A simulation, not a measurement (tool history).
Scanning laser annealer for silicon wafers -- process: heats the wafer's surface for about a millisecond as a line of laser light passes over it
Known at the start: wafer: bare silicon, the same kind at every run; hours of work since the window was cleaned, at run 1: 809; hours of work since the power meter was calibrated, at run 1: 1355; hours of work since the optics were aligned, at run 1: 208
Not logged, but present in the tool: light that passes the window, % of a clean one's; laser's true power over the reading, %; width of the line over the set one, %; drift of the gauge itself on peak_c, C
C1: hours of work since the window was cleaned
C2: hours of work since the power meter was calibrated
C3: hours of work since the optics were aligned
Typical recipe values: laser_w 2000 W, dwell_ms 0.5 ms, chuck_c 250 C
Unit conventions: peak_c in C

run 1 hour=0.0 | laser_w=2000 dwell_ms=0.5 chuck_c=250 | C1=809 C2=1355 C3=208 | peak_c=953
-- hour=83.2 window over the wafer cleaned
run 2 hour=86.7 | laser_w=2000 dwell_ms=0.5 chuck_c=250 | C1=2 C2=1410 C3=263 | peak_c=965
run 3 hour=144.8 | laser_w=1980 dwell_ms=0.5 chuck_c=250 | C1=40 C2=1448 C3=301 | peak_c=952
run 4 hour=229.8 | laser_w=1980 dwell_ms=0.5 chuck_c=250 | C1=96 C2=1504 C3=357 | peak_c=957
run 5 hour=312.2 | laser_w=1980 dwell_ms=0.5 chuck_c=250 | C1=149 C2=1557 C3=410 | peak_c=953
run 6 hour=391.1 | laser_w=1980 dwell_ms=0.5 chuck_c=250 | C1=201 C2=1609 C3=462 | peak_c=950
run 7 hour=473.4 | laser_w=1980 dwell_ms=0.5 chuck_c=250 | C1=254 C2=1662 C3=515 | peak_c=950
run 8 hour=565.4 | laser_w=1980 dwell_ms=0.5 chuck_c=250 | C1=314 C2=1722 C3=575 | peak_c=947

What will run 9 give?
run 9 hour=642.9 | laser_w=1980 dwell_ms=0.5 chuck_c=250 | C1=365 C2=1773 C3=626 | peak_c=?

{"run 9": {"peak_c": 946}}
With the hidden condition absent and the run-to-run variation left alone, this run would have shown peak_c 972 C.

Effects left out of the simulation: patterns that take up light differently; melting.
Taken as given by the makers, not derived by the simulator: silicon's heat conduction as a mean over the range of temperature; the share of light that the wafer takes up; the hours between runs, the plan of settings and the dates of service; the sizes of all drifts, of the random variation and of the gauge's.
